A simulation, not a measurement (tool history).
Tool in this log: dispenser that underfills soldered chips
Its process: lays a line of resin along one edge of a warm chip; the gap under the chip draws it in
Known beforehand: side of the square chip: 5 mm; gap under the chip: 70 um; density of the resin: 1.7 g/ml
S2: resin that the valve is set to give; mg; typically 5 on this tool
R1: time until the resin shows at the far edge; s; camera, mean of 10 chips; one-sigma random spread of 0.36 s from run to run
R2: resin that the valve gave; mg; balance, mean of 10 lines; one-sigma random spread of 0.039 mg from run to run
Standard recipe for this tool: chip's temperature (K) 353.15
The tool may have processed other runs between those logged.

run 1 hour=0 | chip's_temperature_(K)=353.15 S2=5 | R1=26 R2=4.85
-- hour=3.6 new syringe of resin
run 2 hour=3.7 | chip's_temperature_(K)=353.15 S2=6.37 | R1=18.5 R2=6.14
run 3 hour=7.2 | chip's_temperature_(K)=346.15 S2=5 | R1=30.2 R2=4.85
run 4 hour=11.8 | chip's_temperature_(K)=346.15 S2=5.61 | R1=39.4 R2=5.38
-- hour=12.6 new syringe of resin
run 5 hour=15 | chip's_temperature_(K)=346.15 S2=5.61 | R1=27.9 R2=5.4
run 6 hour=18 | chip's_temperature_(K)=346.15 S2=5.61 | R1=32.7 R2=5.44
run 7 hour=20.5 | chip's_temperature_(K)=353.15 S2=5 | R1=31.5 R2=4.76
-- hour=21.7 new syringe of resin
run 8 hour=23.3 | chip's_temperature_(K)=353.15 S2=5 | R1=20.6 R2=4.78
run 9 hour=25.9 | chip's_temperature_(K)=353.15 S2=5 | R1=25.2 R2=4.77
run 10 hour=28 | chip's_temperature_(K)=353.15 S2=5 | R1=29.1 R2=4.81
-- hour=30.7 new syringe of resin
run 11 hour=31.2 | chip's_temperature_(K)=357.15 S2=5 | R1=18.5 R2=4.79
run 12 hour=34.1 | chip's_temperature_(K)=357.15 S2=5 | R1=21.3 R2=4.8
run 13 hour=36.5 | chip's_temperature_(K)=357.15 S2=5 | R1=24.7 R2=4.69
-- hour=38.2 dispensing valve cleaned and set on the balance
run 14 hour=40 | chip's_temperature_(K)=357.15 S2=5 | R1=28.7 R2=5
-- hour=40.7 new syringe of resin
run 15 hour=42.5 | chip's_temperature_(K)=353.15 S2=5 | R1=21.4 R2=5.02
run 16 hour=46.4 | chip's_temperature_(K)=353.15 S2=5 | R1=27.6 R2=4.9
-- hour=49.6 new syringe of resin
run 17 hour=49.8 | chip's_temperature_(K)=353.15 S2=5 | R1=19.3 R2=4.95
run 18 hour=52.4 | chip's_temperature_(K)=353.15 S2=5 | R1=22.3 R2=5.06
run 19 hour=56.3 | chip's_temperature_(K)=353.15 S2=5 | R1=29.6 R2=4.87
-- hour=58.6 new syringe of resin
run 20 hour=59.2 | chip's_temperature_(K)=353.15 S2=5 | R1=20.3 R2=5
run 21 hour=62.3 | chip's_temperature_(K)=341.15 S2=4.67 | R1=34.4 R2=4.74
run 22 hour=65.7 | chip's_temperature_(K)=341.15 S2=4.67 | R1=44 R2=4.66
-- hour=67.8 new syringe of resin
run 23 hour=70.5 | chip's_temperature_(K)=341.15 S2=4.67 | R1=32.1 R2=4.7
run 24 hour=73.3 | chip's_temperature_(K)=356.15 S2=5.26 | R1=24.8 R2=5.23
run 25 hour=76 | chip's_temperature_(K)=361.15 S2=4.64 | R1=25.9 R2=4.62
-- hour=76.9 new syringe of resin
run 26 hour=80.9 | chip's_temperature_(K)=361.15 S2=4.64 | R1=19.4 R2=4.6
run 27 hour=85 | chip's_temperature_(K)=340.15 S2=6.01 | R1=46.4 R2=5.85
-- hour=85.9 new syringe of resin
run 28 hour=87.9 | chip's_temperature_(K)=363.15 S2=5.79 | R1=15.7 R2=5.74
run 29 hour=91.6 | chip's_temperature_(K)=358.15 S2=5.48 | R1=22.8 R2=5.36
-- hour=95.1 new syringe of resin
run 30 hour=95.1 | chip's_temperature_(K)=347.15 S2=6.3 | R1=22.9 R2=6.18
run 31 hour=98.2 | chip's_temperature_(K)=352.15 S2=6.14 | R1=23.4 R2=6
run 32 hour=101.9 | chip's_temperature_(K)=352.15 S2=6.14 | R1=30.7 R2=6.03
-- hour=104 new syringe of resin
run 33 hour=104.6 | chip's_temperature_(K)=356.15 S2=4.79 | R1=18.5 R2=4.74
run 34 hour=107.2 | chip's_temperature_(K)=356.15 S2=4.79 | R1=22.3 R2=4.7
run 35 hour=110.2 | chip's_temperature_(K)=359.15 S2=6.18 | R1=23.7 R2=6.06

Forecast each of these 4 alternatives for the next run:
-- hour=113.3 new syringe of resin
run A hour=113.6 | chip's_temperature_(K)=345.15 S2=4.39 | R1=? R2=?
-- hour=113.3 new syringe of resin
run B hour=113.6 | chip's_temperature_(K)=346.15 S2=4.58 | R1=? R2=?
-- hour=113.3 new syringe of resin
run C hour=113.6 | chip's_temperature_(K)=357.15 S2=6.18 | R1=? R2=?
-- hour=113.3 new syringe of resin
run D hour=113.6 | chip's_temperature_(K)=359.15 S2=4.99 | R1=? R2=?

run=A R1=25 R2=4.27
run=B R1=24 R2=4.5
run=C R1=17 R2=6.03
run=D R1=15.9 R2=4.84
Take away the tool's hidden state, keep each run's random variation, and the runs would have read:
run=A R1=25.5 R2=4.36
run=B R1=24.4 R2=4.6
run=C R1=17.4 R2=6.17
run=D R1=16.2 R2=4.95
